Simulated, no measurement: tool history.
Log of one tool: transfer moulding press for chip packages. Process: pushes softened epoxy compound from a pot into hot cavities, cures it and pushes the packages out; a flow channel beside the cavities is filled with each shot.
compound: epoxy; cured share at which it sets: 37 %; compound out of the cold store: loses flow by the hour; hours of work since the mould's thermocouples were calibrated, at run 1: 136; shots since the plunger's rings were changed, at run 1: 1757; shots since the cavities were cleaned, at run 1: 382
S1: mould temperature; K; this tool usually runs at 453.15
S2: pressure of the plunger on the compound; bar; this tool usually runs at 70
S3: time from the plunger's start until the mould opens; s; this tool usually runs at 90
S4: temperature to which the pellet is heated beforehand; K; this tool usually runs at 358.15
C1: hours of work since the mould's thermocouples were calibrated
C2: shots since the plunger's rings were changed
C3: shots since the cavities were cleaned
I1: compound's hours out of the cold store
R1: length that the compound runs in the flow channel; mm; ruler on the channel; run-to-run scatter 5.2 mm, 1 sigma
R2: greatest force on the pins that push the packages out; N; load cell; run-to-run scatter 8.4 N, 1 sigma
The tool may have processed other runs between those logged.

run	hour	S1	S2	S3	S4	C1	C2	C3	I1	R1	R2
1	0	453.15	70	90	358.15	136	1757	382	32.7	887	380
# hour 8.8: cavities cleaned with cleaning compound and waxed
2	29.9	453.15	70	90	358.15	157	2137	283	13.2	970	395
# hour 45.2: cavities cleaned with cleaning compound and waxed
3	52.3	453.15	70	90	358.15	172	2416	95	26.9	924	381
# hour 76.6: plunger's sealing rings changed
# hour 84.1: cavities cleaned with cleaning compound and waxed
4	91.3	453.15	70	90	358.15	198	177	97	12.5	974	370
5	109.2	453.15	70	90	358.15	211	416	336	12	967	396
# hour 122.3: cavities cleaned with cleaning compound and waxed
6	135.8	453.15	70	96	358.15	229	751	180	40.5	865	341
# hour 158.9: cavities cleaned with cleaning compound and waxed
7	163.2	453.15	70	96	358.15	248	1098	57	8.7	991	353
8	189.3	453.15	70	90	358.15	267	1447	406	10.2	978	390
# hour 195.3: cavities cleaned with cleaning compound and waxed
9	211.8	453.15	70	90	358.15	283	1728	221	16.6	955	396
# hour 231.6: cavities cleaned with cleaning compound and waxed
10	239.9	453.15	70	90	358.15	302	2083	111	39.1	864	383
11	263	453.15	70	90	358.15	319	2392	420	44	854	360
# hour 267.9: cavities cleaned with cleaning compound and waxed
# hour 290.9: plunger's sealing rings changed
12	301.4	453.15	70	90	358.15	344	141	415	37.9	877	371
# hour 307.9: cavities cleaned with cleaning compound and waxed
13	333.4	453.15	70	90	358.15	367	548	341	32.2	889	375
# hour 345.8: cavities cleaned with cleaning compound and waxed
14	368.3	453.15	70	85	358.15	391	995	301	22.6	929	410
# hour 382.3: cavities cleaned with cleaning compound and waxed
15	404.1	453.15	70	130	359.15	416	1454	292	45.4	844	335
# hour 420.1: cavities cleaned with cleaning compound and waxed
16	436.1	453.15	61.3	117	361.15	438	1861	213	41.4	804	319
# hour 456.6: cavities cleaned with cleaning compound and waxed
17	470.2	453.15	61.3	117	361.15	462	2297	181	20.5	875	330
18	489.8	453.15	55.7	90	358.15	477	2560	444	24.9	829	379
# hour 493.6: cavities cleaned with cleaning compound and waxed
# hour 505.8: plunger's sealing rings changed
# hour 532.7: cavities cleaned with cleaning compound and waxed
19	535.1	453.15	83.3	90	362.15	506	373	33	15.4	1049	376
20	565.6	461.15	70	90	358.15	528	780	440	26.8	895	332
# hour 570.1: cavities cleaned with cleaning compound and waxed
21	584.1	452.15	58.8	102	360.15	540	1008	188	26	844	354
# hour 607.1: cavities cleaned with cleaning compound and waxed
22	625.7	459.15	60.1	122	364.15	570	1544	248	38.9	783	315
# hour 645.4: cavities cleaned with cleaning compound and waxed
23	662.2	447.15	54.2	122	364.15	595	2012	225	21	864	351
# hour 681.4: cavities cleaned with cleaning compound and waxed
24	703	454.15	54.2	77	364.15	624	2538	290	33.1	778	444
# hour 718.3: plunger's sealing rings changed
# hour 719.8: cavities cleaned with cleaning compound and waxed
25	729.4	454.15	54.2	77	364.15	641	129	129	43.5	749	423
# hour 757.1: cavities cleaned with cleaning compound and waxed
26	757.1	454.15	54.2	77	364.15	660	478	0	21.7	810	440
27	773.8	453.15	60.7	90	353.15	672	702	224	23.3	871	381

3 ways to go on from here, each from the tool as it stands after run 27. What would each give?
# hour 793.1: cavities cleaned with cleaning compound and waxed
A	806.4	458.15	70	102	366.15	695	1118	177	42.2	?	?
# hour 793.1: cavities cleaned with cleaning compound and waxed
B	806.4	453.15	60.7	90	362.15	695	1118	177	21.3	?	?
# hour 793.1: cavities cleaned with cleaning compound and waxed
C	806.4	454.15	70	100	358.15	695	1118	177	27.7	?	?

run	R1	R2
A	831	328
B	872	377
C	915	325
The same runs, with their run-to-run variation unchanged, on a tool lacking any hidden condition would have given:
run	R1	R2
A	831	326
B	872	375
C	915	324

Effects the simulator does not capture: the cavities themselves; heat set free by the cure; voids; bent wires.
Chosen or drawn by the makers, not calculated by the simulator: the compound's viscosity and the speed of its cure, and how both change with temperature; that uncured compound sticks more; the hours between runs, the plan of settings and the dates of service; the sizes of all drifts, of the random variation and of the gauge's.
